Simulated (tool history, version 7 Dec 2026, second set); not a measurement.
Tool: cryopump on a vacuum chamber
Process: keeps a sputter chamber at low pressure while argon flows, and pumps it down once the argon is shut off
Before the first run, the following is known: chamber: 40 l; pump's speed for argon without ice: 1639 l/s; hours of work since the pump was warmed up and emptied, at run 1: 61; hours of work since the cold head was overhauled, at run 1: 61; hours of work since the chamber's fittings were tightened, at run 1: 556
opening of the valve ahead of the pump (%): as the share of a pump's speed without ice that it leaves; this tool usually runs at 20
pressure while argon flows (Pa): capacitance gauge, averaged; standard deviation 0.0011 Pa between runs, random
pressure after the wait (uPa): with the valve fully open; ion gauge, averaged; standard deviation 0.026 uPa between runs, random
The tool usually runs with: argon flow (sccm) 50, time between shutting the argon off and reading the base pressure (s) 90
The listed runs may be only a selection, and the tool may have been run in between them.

run,hour,argon flow (sccm),time between shutting the argon off and reading the base pressure (s),opening of the valve ahead of the pump (%),hours of work since the pump was warmed up and emptied,hours of work since the cold head was overhauled,hours of work since the chamber's fittings were tightened,pressure while argon flows (Pa),pressure after the wait (uPa)
1,0,50,90,20,61,61,556,0.2594,1.24
2,70.6,50,90,35,97,97,591,0.1511,1.3
3,120.4,50,90,20,122,122,617,0.2634,1.31
4,160.3,50,90,20,142,142,637,0.2635,1.35
5,226.2,50,90,20,175,175,670,0.2645,1.34
6,290.3,50,273,20,208,208,703,0.2642,0.75
7,356.7,50,273,20,241,241,736,0.2658,0.74
8,391.9,74,90,20,259,259,754,0.3954,1.4
9,444,74,90,20,286,286,780,0.3989,1.44
10,489.5,74,90,21,309,309,804,0.3796,1.4
11,542,39,82,22,335,335,830,0.1929,1.54
# hour 579.3: pump warmed up, emptied and cooled again
12,594,39,82,22,7,359,854,0.1835,1.44

What does the tool deliver on the next run?
13,637.5,39,82,22,29,381,876,?,?

{"run 13": {"pressure while argon flows (Pa)": 0.1833, "pressure after the wait (uPa)": 1.4}}
The same run, on a tool lacking any hidden state, would have yielded pressure while argon flows (Pa) 0.1821, pressure after the wait (uPa) 1.17.
